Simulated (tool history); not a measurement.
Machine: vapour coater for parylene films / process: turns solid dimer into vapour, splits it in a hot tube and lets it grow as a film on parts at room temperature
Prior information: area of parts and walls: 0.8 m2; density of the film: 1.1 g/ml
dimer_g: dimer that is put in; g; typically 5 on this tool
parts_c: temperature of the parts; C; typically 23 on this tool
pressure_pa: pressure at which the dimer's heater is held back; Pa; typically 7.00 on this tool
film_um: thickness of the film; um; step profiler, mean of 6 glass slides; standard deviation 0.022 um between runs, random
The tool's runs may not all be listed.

run     day  dimer_g  parts_c  pressure_pa  film_um
  1   0.000        5       23         7.00     3.51
  2   0.996        5       23         7.00     3.56
  3   2.158        5       23         7.00     3.48
  4   3.254        4       23         7.00     2.81
  5   4.154        4       23         7.00     2.81
  6   5.521        4       23         7.00     2.77
  7   7.450        4       23         7.00     2.77
  8   8.667        4       23         7.00     2.76
  9   9.738        5       32         7.00     2.83
 10  11.117        5       23         7.00     3.44
 11  12.471        5       20         7.00     3.66
 12  14.279        5       20         7.00     3.70
 13  15.171        5       20         7.00     3.64
 14  16.800        5       20         7.00     3.64
 15  18.442        5       23         7.00     3.40
 16  20.050        5       23         7.00     3.39
 17  21.942        5       23         7.00     3.35
 18  23.267        5       23         7.00     3.34
     25.317  -- trap's valve overhauled
 19  25.383        5       23         7.00     3.52
     25.617  -- table's thermometer calibrated
 20  26.325        5       23         7.00     3.56
 21  27.625        5       23         7.00     3.57
 22  29.379        5       23         7.00     3.53
 23  30.717        5       23         7.00     3.50
 24  32.508        5       23         7.00     3.47
 25  34.571        2       23        10.74     1.29
 26  35.738        6       23         3.45     4.71
 27  37.604        2       23         8.88     1.33
     38.054  -- table's thermometer calibrated, once more
 28  38.696        2       16         2.49     1.85
 29  40.683        3       20         7.75     2.12
 30  42.679        9       16         7.00     6.98
 31  43.817        6       16         2.29     5.61
 32  45.892        6       16         2.29     5.62
 33  47.333        2       27         2.05     1.50
 34  49.079        2       27         2.05     1.51
 35  50.638        2       23         6.50     1.38
     52.075  -- trap's valve overhauled
 36  52.746        6       25         3.87     4.40
 37  54.517        5       20         7.00     3.74
 38  55.354        5       34         7.00     2.70
 39  57.133        7       21         3.07     5.78
 40  57.983        5       17         7.00     3.96
 41  59.396        5       17         7.00     3.96
 42  60.325        5       35         7.00     2.64
 43  61.729        5       28         9.45     2.94
 44  62.983        5       29         7.00     2.98
 45  64.271        5       29         7.00     2.97
 46  65.646        3       29        11.94     1.65

Branching from run 46: 5 alternative next runs. What would each branch give?
  A  66.596        3       29         7.00        ?
  B  66.596        3       29         7.44        ?
  C  66.596        3       29         7.80        ?
  D  66.596        4       29        10.39        ?
  E  66.596        3       28        11.94        ?

run  film_um
  A     1.78
  B     1.78
  C     1.77
  D     2.22
  E     1.69
The same runs, with their run-to-run variation unchanged, on a tool lacking any hidden condition would have given:
run  film_um
  A     1.82
  B     1.82
  C     1.81
  D     2.27
  E     1.72
